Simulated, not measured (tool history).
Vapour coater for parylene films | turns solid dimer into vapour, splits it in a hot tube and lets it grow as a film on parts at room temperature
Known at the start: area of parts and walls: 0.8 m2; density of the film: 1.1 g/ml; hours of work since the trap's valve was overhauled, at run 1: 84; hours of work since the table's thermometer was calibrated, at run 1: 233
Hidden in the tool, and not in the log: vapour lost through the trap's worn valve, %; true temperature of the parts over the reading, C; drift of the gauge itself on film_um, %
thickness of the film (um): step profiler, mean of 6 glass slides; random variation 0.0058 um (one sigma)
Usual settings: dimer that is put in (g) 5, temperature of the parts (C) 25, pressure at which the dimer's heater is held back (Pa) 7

| run | hour | dimer that is put in (g) | temperature of the parts (C) | pressure at which the dimer's heater is held back (Pa) | hours of work since the trap's valve was overhauled | hours of work since the table's thermometer was calibrated | thickness of the film (um) |
|---|---|---|---|---|---|---|---|
| 1 | 0 | 5 | 25 | 7 | 84 | 233 | 2.441 |
| 2 | 15.1 | 5 | 25 | 7 | 95 | 245 | 2.425 |
| 3 | 48.3 | 5 | 25 | 7 | 121 | 270 | 2.439 |
| 4 | 77.2 | 5 | 25 | 7 | 143 | 292 | 2.433 |
| 5 | 105.8 | 5 | 25 | 7 | 164 | 314 | 2.441 |
| 6 | 135.7 | 5 | 25 | 7 | 187 | 337 | 2.449 |
| 7 | 167 | 5 | 25 | 7 | 211 | 361 | 2.443 |
| 8 | 197.6 | 3 | 25 | 7 | 235 | 384 | 1.465 |
| 9 | 218.2 | 6 | 25 | 7 | 250 | 400 | 2.928 |
| 10 | 245.3 | 6 | 25 | 7 | 271 | 420 | 2.944 |
| 11 | 273.2 | 3 | 25 | 7 | 292 | 442 | 1.481 |
| 12 | 303.1 | 5 | 25 | 6.62 | 315 | 465 | 2.489 |
| 13 | 325.8 | 5 | 25 | 4.06 | 332 | 482 | 2.721 |
| 14 | 353.2 | 5 | 25 | 3.7 | 353 | 503 | 2.775 |
| 15 | 376.3 | 5 | 25 | 3.7 | 371 | 520 | 2.772 |
| 16 | 404.5 | 5 | 25 | 3.7 | 392 | 542 | 2.775 |
| 17 | 426.9 | 5 | 25 | 4.66 | 410 | 559 | 2.648 |
| 18 | 450.1 | 5 | 25 | 4.66 | 427 | 577 | 2.66 |
| 19 | 464.2 | 5 | 25 | 4.66 | 438 | 588 | 2.663 |
| 20 | 493.8 | 2 | 25 | 7 | 461 | 610 | 0.985 |
| 21 | 523.1 | 4 | 23 | 9.29 | 483 | 632 | 1.994 |

Some steps in thickness of the film (um) between neighbouring runs. How much of each would the tool show without its hidden state too (settings, what came in, random variation), and how much is left for the hidden state, with any gauge scatter that isn't in both results?
Run 8 -> 9: dimer that is put in (g) 3 -> 6. thickness of the film (um) +1.463: hidden state +0.009, all else +1.454.
Run 19 -> 20: dimer that is put in (g) 5 -> 2, pressure at which the dimer's heater is held back (Pa) 4.66 -> 7. thickness of the film (um) -1.678: hidden state -0.017, all else -1.661.
Run 20 -> 21: dimer that is put in (g) 2 -> 4, temperature of the parts (C) 25 -> 23, pressure at which the dimer's heater is held back (Pa) 7 -> 9.29. thickness of the film (um) +1.009: hidden state +0.013, all else +0.996.

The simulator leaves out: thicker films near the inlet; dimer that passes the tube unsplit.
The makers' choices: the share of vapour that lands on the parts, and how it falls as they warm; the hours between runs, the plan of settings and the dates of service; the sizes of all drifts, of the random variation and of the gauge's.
